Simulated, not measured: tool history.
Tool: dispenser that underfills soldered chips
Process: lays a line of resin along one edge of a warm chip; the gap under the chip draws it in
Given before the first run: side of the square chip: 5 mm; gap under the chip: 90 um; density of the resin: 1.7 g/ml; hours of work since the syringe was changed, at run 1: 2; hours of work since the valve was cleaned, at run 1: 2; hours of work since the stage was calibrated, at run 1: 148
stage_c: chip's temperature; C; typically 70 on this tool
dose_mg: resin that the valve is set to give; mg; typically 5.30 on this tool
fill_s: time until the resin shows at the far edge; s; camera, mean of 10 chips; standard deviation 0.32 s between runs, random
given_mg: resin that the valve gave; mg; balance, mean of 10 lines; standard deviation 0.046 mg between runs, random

| run | hour | stage_c | dose_mg | hours of work since the syringe was changed | hours of work since the valve was cleaned | hours of work since the stage was calibrated | fill_s | given_mg |
|---|---|---|---|---|---|---|---|---|
| 1 | 0.0 | 70 | 5.30 | 2 | 2 | 148 | 12.6 | 5.32 |
| 2 | 3.6 | 70 | 5.30 | 5 | 5 | 150 | 13.8 | 5.28 |
| 3 | 8.5 | 70 | 5.30 | 9 | 9 | 154 | 15.2 | 5.23 |
|  | 12.6 | new syringe of resin |
| 4 | 12.6 | 70 | 6.45 | 0 | 11 | 157 | 10.7 | 6.36 |
| 5 | 16.1 | 70 | 6.45 | 3 | 14 | 159 | 12.4 | 6.49 |
| 6 | 19.2 | 70 | 6.45 | 5 | 16 | 161 | 12.3 | 6.28 |
| 7 | 21.8 | 60 | 6.76 | 7 | 18 | 163 | 22.3 | 6.76 |
| 8 | 25.2 | 71 | 6.67 | 9 | 20 | 166 | 13.8 | 6.60 |
| 9 | 27.8 | 75 | 5.38 | 11 | 22 | 168 | 12.5 | 5.24 |
|  | 28.6 | new syringe of resin |
| 10 | 32.5 | 70 | 5.00 | 3 | 25 | 171 | 13.1 | 4.94 |
| 11 | 36.1 | 63 | 5.48 | 5 | 28 | 173 | 19.2 | 5.31 |

Predict each of these 3 candidate next runs independently; none follows another, all start after run 11:
| A | 38.2 | 63 | 5.29 | 7 | 30 | 175 | ? | ? |
| B | 38.2 | 74 | 5.30 | 7 | 30 | 175 | ? | ? |
| C | 38.2 | 58 | 6.73 | 7 | 30 | 175 | ? | ? |

| run | fill_s | given_mg |
|---|---|---|
| A | 21.1 | 5.13 |
| B | 12.0 | 5.23 |
| C | 25.0 | 6.51 |
Had the tool no hidden state, the same runs would have come out as:
| run | fill_s | given_mg |
|---|---|---|
| A | 16.1 | 5.26 |
| B | 9.1 | 5.36 |
| C | 18.8 | 6.68 |

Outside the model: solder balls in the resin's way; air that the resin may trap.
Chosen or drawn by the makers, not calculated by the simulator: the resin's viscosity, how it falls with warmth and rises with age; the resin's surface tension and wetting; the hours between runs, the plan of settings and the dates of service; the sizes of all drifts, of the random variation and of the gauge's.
